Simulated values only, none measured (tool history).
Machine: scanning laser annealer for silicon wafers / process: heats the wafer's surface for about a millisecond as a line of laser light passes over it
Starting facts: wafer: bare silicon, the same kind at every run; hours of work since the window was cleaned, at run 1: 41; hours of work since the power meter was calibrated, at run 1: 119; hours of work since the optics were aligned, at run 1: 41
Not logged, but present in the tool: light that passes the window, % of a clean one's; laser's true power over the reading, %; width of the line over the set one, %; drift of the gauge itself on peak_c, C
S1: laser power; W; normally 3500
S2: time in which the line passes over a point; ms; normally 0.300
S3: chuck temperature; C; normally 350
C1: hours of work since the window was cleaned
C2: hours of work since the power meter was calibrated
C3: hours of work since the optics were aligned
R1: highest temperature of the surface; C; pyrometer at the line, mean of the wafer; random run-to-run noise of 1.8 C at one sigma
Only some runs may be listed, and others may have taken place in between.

| run | hour | S1 | S2 | S3 | C1 | C2 | C3 | R1 |
|---|---|---|---|---|---|---|---|---|
| 1 | 0.0 | 3500 | 0.300 | 350 | 41 | 119 | 41 | 1069 |
| 2 | 28.7 | 3500 | 0.300 | 350 | 58 | 136 | 58 | 1067 |
| 3 | 65.0 | 3500 | 0.300 | 350 | 80 | 158 | 80 | 1069 |
| 4 | 95.3 | 3500 | 0.300 | 332 | 98 | 176 | 98 | 1047 |
| 5 | 124.8 | 3500 | 0.300 | 350 | 116 | 194 | 116 | 1065 |
| 6 | 156.1 | 3500 | 0.300 | 350 | 135 | 213 | 135 | 1065 |
| 7 | 173.1 | 3500 | 0.300 | 350 | 145 | 223 | 145 | 1063 |
| 8 | 195.0 | 3500 | 0.213 | 350 | 158 | 236 | 158 | 952 |
| 9 | 217.6 | 3500 | 0.300 | 350 | 171 | 249 | 171 | 1065 |
|  | 223.5 | laser's power meter calibrated |
| 10 | 244.6 | 3500 | 0.300 | 375 | 186 | 13 | 186 | 1084 |
| 11 | 269.9 | 3500 | 0.300 | 375 | 201 | 28 | 201 | 1088 |
| 12 | 293.2 | 3481 | 0.300 | 375 | 215 | 42 | 215 | 1080 |
| 13 | 312.2 | 3481 | 0.300 | 329 | 226 | 53 | 226 | 1037 |
|  | 331.0 | laser's power meter calibrated, once more |
| 14 | 350.3 | 3500 | 0.248 | 350 | 247 | 12 | 247 | 999 |
| 15 | 367.8 | 3328 | 0.243 | 329 | 258 | 22 | 258 | 932 |
| 16 | 399.2 | 3104 | 0.226 | 345 | 277 | 41 | 277 | 881 |
| 17 | 433.3 | 3425 | 0.290 | 349 | 297 | 61 | 297 | 1030 |
| 18 | 454.4 | 3032 | 0.256 | 349 | 310 | 74 | 310 | 905 |
| 19 | 469.2 | 3591 | 0.356 | 388 | 319 | 83 | 319 | 1178 |
| 20 | 491.6 | 3815 | 0.300 | 333 | 332 | 96 | 332 | 1108 |
| 21 | 509.6 | 3766 | 0.272 | 341 | 343 | 107 | 343 | 1066 |
| 22 | 533.8 | 3766 | 0.272 | 367 | 357 | 121 | 357 | 1095 |
| 23 | 562.7 | 3500 | 0.274 | 342 | 375 | 139 | 375 | 1016 |
| 24 | 589.2 | 3500 | 0.274 | 382 | 390 | 155 | 390 | 1057 |

What will run 25 give?
| 25 | 608.6 | 3088 | 0.335 | 349 | 402 | 166 | 402 | ? |

{"run 25": {"R1": 996}}
Were there no unlogged condition in the tool, this run, its random variation unchanged, would have produced R1 1014 C.
